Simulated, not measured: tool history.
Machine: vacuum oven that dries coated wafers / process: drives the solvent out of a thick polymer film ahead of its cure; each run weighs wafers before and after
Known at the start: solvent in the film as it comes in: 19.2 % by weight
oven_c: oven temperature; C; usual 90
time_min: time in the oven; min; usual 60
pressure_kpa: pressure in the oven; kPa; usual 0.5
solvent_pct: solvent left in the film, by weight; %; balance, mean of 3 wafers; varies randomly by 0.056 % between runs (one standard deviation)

Run 1, hour 0: usual settings. Result: solvent_pct 3.03 %.
Run 2, hour 56.7: usual settings. Result: solvent_pct 3.19 %.
Run 3, hour 116.8: usual settings. Result: solvent_pct 3.21 %.
Run 4, hour 156.2: usual settings. Result: solvent_pct 3.16 %.
Run 5, hour 205.9: usual settings. Result: solvent_pct 3.18 %.
Run 6, hour 257.2: usual settings. Result: solvent_pct 3.27 %.
Run 7, hour 310.8: usual settings. Result: solvent_pct 3.3 %.
Run 8, hour 370.9: usual settings but time_min 53 min. Result: solvent_pct 4.01 %.
Run 9, hour 412.6: usual settings but time_min 53 min. Result: solvent_pct 3.9 %.
Run 10, hour 472.4: usual settings but oven_c 75 C. Result: solvent_pct 9.45 %.
Run 11, hour 537.4: usual settings. Result: solvent_pct 3.44 %.
Run 12, hour 573.5: usual settings. Result: solvent_pct 3.32 %.
Run 13, hour 632.4: usual settings but oven_c 79 C. Result: solvent_pct 7.88 %.
Run 14, hour 701.8: usual settings but oven_c 79 C. Result: solvent_pct 7.91 %.
Run 15, hour 761.4: usual settings. Result: solvent_pct 3.48 %.
Run 16, hour 805.4: usual settings. Result: solvent_pct 3.58 %.
Run 17, hour 834.9: usual settings. Result: solvent_pct 3.71 %.
Run 18, hour 883.2: usual settings. Result: solvent_pct 3.56 %.
Run 19, hour 931.6: usual settings. Result: solvent_pct 3.67 %.
Run 20, hour 997.9: usual settings but pressure_kpa 0.299 kPa. Result: solvent_pct 3.52 %.
Run 21, hour 1070: usual settings. Result: solvent_pct 3.81 %.
Run 22, hour 1113.4: usual settings. Result: solvent_pct 3.7 %.
Run 23, hour 1151: usual settings. Result: solvent_pct 3.75 %.
Run 24, hour 1185.6: usual settings. Result: solvent_pct 3.8 %.
Run 25, hour 1220.3: usual settings but oven_c 76 C, time_min 74 min, pressure_kpa 0.49 kPa. Result: solvent_pct 8.33 %.
Run 26, hour 1287.4: usual settings but time_min 33 min, pressure_kpa 0.453 kPa. Result: solvent_pct 7.05 %.
Run 27, hour 1321.4: usual settings but time_min 73 min. Result: solvent_pct 2.98 %.
Run 28, hour 1381.3: usual settings but time_min 32 min, pressure_kpa 1.763 kPa. Result: solvent_pct 7.76 %.
Run 29, hour 1418.5: usual settings but oven_c 99 C, time_min 75 min, pressure_kpa 0.52 kPa. Result: solvent_pct 0.91 %.
Run 30, hour 1459.4: usual settings but oven_c 84 C, time_min 68 min, pressure_kpa 1.774 kPa. Result: solvent_pct 6.63 %.
Run 31, hour 1514.5: usual settings but oven_c 84 C, time_min 95 min, pressure_kpa 0.454 kPa. Result: solvent_pct 3.97 %.
Run 32, hour 1547.8: usual settings but oven_c 84 C, time_min 95 min, pressure_kpa 0.454 kPa. Result: solvent_pct 3.98 %.
At hour 1573: oven's thermocouples calibrated.
Run 33, hour 1603: usual settings but oven_c 83 C, time_min 67 min. Result: solvent_pct 4.84 %.
Run 34, hour 1661.5: usual settings but time_min 87 min. Result: solvent_pct 1.65 %.
Run 35, hour 1705: usual settings but time_min 87 min. Result: solvent_pct 1.47 %.
Run 36, hour 1773.6: usual settings but pressure_kpa 1.117 kPa. Result: solvent_pct 3.09 %.
Run 37, hour 1808.1: usual settings but pressure_kpa 1.117 kPa. Result: solvent_pct 3.22 %.
Run 38, hour 1860: usual settings but oven_c 86 C, pressure_kpa 0.853 kPa. Result: solvent_pct 4.47 %.
Run 39, hour 1908.4: usual settings but oven_c 101 C, time_min 44 min, pressure_kpa 0.503 kPa. Result: solvent_pct 1.31 %.
At hour 1934.8: vacuum gauge cleaned of residue and calibrated.
Run 40, hour 1967.8: usual settings but oven_c 101 C, time_min 44 min, pressure_kpa 0.503 kPa. Result: solvent_pct 1.01 %.
Run 41, hour 2006.6: usual settings but oven_c 103 C, time_min 64 min, pressure_kpa 0.473 kPa. Result: solvent_pct 0.32 %.
Run 42, hour 2043.4: usual settings but oven_c 103 C, time_min 64 min, pressure_kpa 0.327 kPa. Result: solvent_pct 0.27 %.
Run 43, hour 2113.2: usual settings but oven_c 79 C, time_min 40 min, pressure_kpa 0.327 kPa. Result: solvent_pct 8.97 %.
Run 44, hour 2182.7: usual settings but oven_c 79 C, time_min 40 min, pressure_kpa 0.327 kPa. Result: solvent_pct 8.92 %.
Run 45, hour 2220.7: usual settings but oven_c 91 C, time_min 46 min, pressure_kpa 0.44 kPa. Result: solvent_pct 3.54 %.
Run 46, hour 2251.9: usual settings but pressure_kpa 0.307 kPa. Result: solvent_pct 2.59 %.
Run 47, hour 2299.4: usual settings but oven_c 82 C, time_min 42 min, pressure_kpa 0.307 kPa. Result: solvent_pct 7.61 %.

Measured less the same run without the tool's hidden state. The same run-to-run variation is in both; the gauge's scatter may not be:
The hidden state here: true wafer temperature over the reading, C; true pressure over the reading, kPa; drift of the gauge itself on solvent_pct, %.
run  solvent_pct
  1        +0.63
  2        +0.68
  3         +0.7
  4        +0.72
  5        +0.75
  6        +0.78
  7         +0.8
  8        +0.89
  9        +0.91
 10        +1.07
 11        +0.93
 12        +0.94
 13         +1.2
 14        +1.26
 15        +1.04
 16        +1.09
 17        +1.09
 18        +1.12
 19        +1.15
 20        +1.16
 21        +1.22
 22        +1.26
 23        +1.29
 24         +1.3
 25        +1.63
 26        +1.52
 27        +1.21
 28        +1.53
 29        +0.56
 30        +1.76
 31        +1.61
 32        +1.63
 33        +0.35
 34        +0.37
 35        +0.39
 36        +0.38
 37         +0.4
 38        +0.47
 39        +0.32
 40        +0.05
 41        +0.02
 42        +0.03
 43         +0.2
 44        +0.24
 45        +0.24
 46        +0.24
 47        +0.32
